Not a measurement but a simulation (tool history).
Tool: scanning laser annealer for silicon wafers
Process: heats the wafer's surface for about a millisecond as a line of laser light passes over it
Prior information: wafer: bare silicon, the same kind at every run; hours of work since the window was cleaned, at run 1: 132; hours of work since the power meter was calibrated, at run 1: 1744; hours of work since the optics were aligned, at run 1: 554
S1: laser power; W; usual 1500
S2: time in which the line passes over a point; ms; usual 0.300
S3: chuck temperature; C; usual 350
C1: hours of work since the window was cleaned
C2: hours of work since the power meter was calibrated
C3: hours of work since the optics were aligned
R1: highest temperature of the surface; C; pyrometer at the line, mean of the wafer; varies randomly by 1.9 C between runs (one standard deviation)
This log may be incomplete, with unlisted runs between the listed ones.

run 1 hour=0.0 | S1=1500 S2=0.300 S3=350 | C1=132 C2=1744 C3=554 | R1=1114
run 2 hour=38.1 | S1=1500 S2=0.300 S3=350 | C1=162 C2=1774 C3=584 | R1=1110
run 3 hour=116.0 | S1=1500 S2=0.300 S3=350 | C1=223 C2=1835 C3=645 | R1=1110
run 4 hour=180.3 | S1=1500 S2=0.300 S3=350 | C1=274 C2=1886 C3=696 | R1=1101
run 5 hour=239.1 | S1=1500 S2=0.300 S3=350 | C1=320 C2=1932 C3=742 | R1=1098
-- hour=282.4 window over the wafer cleaned
run 6 hour=290.4 | S1=1500 S2=0.300 S3=375 | C1=6 C2=1971 C3=781 | R1=1148
run 7 hour=359.7 | S1=1500 S2=0.232 S3=350 | C1=61 C2=2026 C3=836 | R1=1016
run 8 hour=416.7 | S1=1500 S2=0.232 S3=350 | C1=106 C2=2071 C3=881 | R1=1014
run 9 hour=491.7 | S1=1500 S2=0.300 S3=350 | C1=165 C2=2130 C3=940 | R1=1107
run 10 hour=569.4 | S1=1328 S2=0.300 S3=350 | C1=227 C2=2191 C3=1002 | R1=1018
run 11 hour=643.2 | S1=1308 S2=0.300 S3=350 | C1=285 C2=2250 C3=1060 | R1=1002
run 12 hour=701.6 | S1=1308 S2=0.300 S3=374 | C1=331 C2=2296 C3=1106 | R1=1022
-- hour=729.5 window over the wafer cleaned
run 13 hour=746.2 | S1=1308 S2=0.300 S3=374 | C1=13 C2=2329 C3=1140 | R1=1044
-- hour=760.9 optics aligned, line set to its width
run 14 hour=813.7 | S1=1308 S2=0.304 S3=374 | C1=62 C2=2379 C3=42 | R1=1056
run 15 hour=876.9 | S1=1308 S2=0.304 S3=388 | C1=112 C2=2429 C3=92 | R1=1067
run 16 hour=942.4 | S1=1308 S2=0.304 S3=388 | C1=164 C2=2480 C3=143 | R1=1067
run 17 hour=1021.8 | S1=1314 S2=0.300 S3=342 | C1=227 C2=2543 C3=206 | R1=1011
run 18 hour=1102.5 | S1=1324 S2=0.300 S3=348 | C1=290 C2=2607 C3=270 | R1=1015
run 19 hour=1147.1 | S1=1638 S2=0.285 S3=350 | C1=326 C2=2642 C3=305 | R1=1152
-- hour=1182.3 window over the wafer cleaned
run 20 hour=1234.3 | S1=1559 S2=0.285 S3=350 | C1=41 C2=2709 C3=372 | R1=1128
run 21 hour=1314.7 | S1=1383 S2=0.334 S3=362 | C1=105 C2=2773 C3=436 | R1=1114
run 22 hour=1397.1 | S1=1496 S2=0.334 S3=375 | C1=170 C2=2838 C3=501 | R1=1180
run 23 hour=1464.8 | S1=1475 S2=0.232 S3=375 | C1=223 C2=2891 C3=554 | R1=1018
run 24 hour=1504.4 | S1=1553 S2=0.258 S3=350 | C1=254 C2=2922 C3=585 | R1=1066
run 25 hour=1560.5 | S1=1500 S2=0.300 S3=348 | C1=299 C2=2967 C3=630 | R1=1097
-- hour=1626.7 window over the wafer cleaned
run 26 hour=1639.9 | S1=1500 S2=0.300 S3=348 | C1=10 C2=3028 C3=691 | R1=1118
run 27 hour=1725.5 | S1=1500 S2=0.300 S3=348 | C1=78 C2=3095 C3=758 | R1=1114

For each entry between runs, how does the tool's hidden state at the last listed run before it compare with that at the first listed run after it?
From run 5 to run 6: window over the wafer cleaned (hour 282.4)
  light that passes the window, % of a clean one's: 96.73 -> 99.69; laser's true power over the reading, %: -0.74 -> -0.76; width of the line over the set one, %: 3.34 -> 3.51
  measured result minus the result with no hidden state, R1: -42 -> -20 C
From run 12 to run 13: window over the wafer cleaned (hour 729.5)
  light that passes the window, % of a clean one's: 96.9 -> 99.84; laser's true power over the reading, %: -0.9 -> -0.91; width of the line over the set one, %: 4.83 -> 4.96
  measured result minus the result with no hidden state, R1: -41 -> -21 C
From run 13 to run 14: optics aligned, line set to its width (hour 760.9)
  light that passes the window, % of a clean one's: 99.84 -> 99.45; laser's true power over the reading, %: -0.91 -> -0.94; width of the line over the set one, %: 4.96 -> 0.26
  measured result minus the result with no hidden state, R1: -21 -> -11 C
From run 19 to run 20: window over the wafer cleaned (hour 1182.3)
  light that passes the window, % of a clean one's: 97.24 -> 99.15; laser's true power over the reading, %: -1.06 -> -1.09; width of the line over the set one, %: 1.38 -> 1.68
  measured result minus the result with no hidden state, R1: -36 -> -21 C
From run 25 to run 26: window over the wafer cleaned (hour 1626.7)
  light that passes the window, % of a clean one's: 96.89 -> 99.74; laser's true power over the reading, %: -1.2 -> -1.23; width of the line over the set one, %: 2.81 -> 3.06
  measured result minus the result with no hidden state, R1: -42 -> -22 C

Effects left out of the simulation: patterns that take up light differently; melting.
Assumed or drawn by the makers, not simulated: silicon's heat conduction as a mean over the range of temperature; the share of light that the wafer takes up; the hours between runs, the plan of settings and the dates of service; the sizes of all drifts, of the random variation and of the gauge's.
